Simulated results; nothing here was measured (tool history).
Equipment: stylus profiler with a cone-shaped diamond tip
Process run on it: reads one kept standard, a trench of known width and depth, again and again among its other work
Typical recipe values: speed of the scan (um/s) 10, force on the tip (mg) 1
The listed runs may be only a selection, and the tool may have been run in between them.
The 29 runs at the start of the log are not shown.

run   hour  speed of the scan (um/s)  force on the tip (mg)  scans with this tip  hours of work since the height scale was calibrated  depth of the trench (nm)  width of the trench's floor (µm)
 30    378                         5                   2.51                 5528                                                  681                    101.79                             98.42
 31  385.9                        21                   1.34                 5576                                                  687                    101.26                             98.36
 32  394.2                        21                   1.34                 5627                                                  693                    101.27                             98.33
 33    402                        13                   0.56                 5674                                                  699                    100.86                             98.34
 34  416.6                        10                   1.27                 5764                                                  710                    101.19                             98.42
 35  430.1                        10                   1.27                 5846                                                  720                     101.2                             98.37
 36  441.2                        10                   1.27                 5914                                                  728                    101.23                             98.35
 37  450.9                         2                   2.13                 5973                                                  736                     101.6                              98.4
 38  462.2                        24                   0.79                 6042                                                  744                    100.97                             98.25
 39  472.8                         3                   0.91                 6106                                                  752                    101.06                             98.36
 40  481.9                         3                   0.91                 6162                                                  759                    101.07                             98.44
 41  490.1                         4                   1.99                 6211                                                  765                    101.56                              98.4
 42    507                         5                   0.87                 6315                                                  778                    101.01                             98.31
 43  521.5                         7                   2.03                 6403                                                  789                    101.62                             98.38
 44    538                         7                   2.03                 6503                                                  801                    101.64                             98.39
 45  552.8                        12                   2.52                 6594                                                  812                    101.82                             98.31
 46  564.8                         5                   0.76                 6667                                                  821                    100.95                             98.38

What if the next run were any one of these 4? Each begins from the tool's condition after run 46:
  A  578.7                         4                   1.37                 6752                                                  832                         ?                                 ?
  B  578.7                        27                   0.49                 6752                                                  832                         ?                                 ?
  C  578.7                        31                   0.45                 6752                                                  832                         ?                                 ?
  D  578.7                         3                   1.37                 6752                                                  832                         ?                                 ?

run  depth of the trench (nm)  width of the trench's floor (µm)
  A                    101.38                             98.31
  B                    100.75                             98.16
  C                    100.78                             98.12
  D                    101.23                             98.43
With no hidden state in the tool, these same runs would have given:
run  depth of the trench (nm)  width of the trench's floor (µm)
  A                    101.13                             98.66
  B                     100.5                             98.51
  C                    100.52                             98.47
  D                    100.98                             98.78
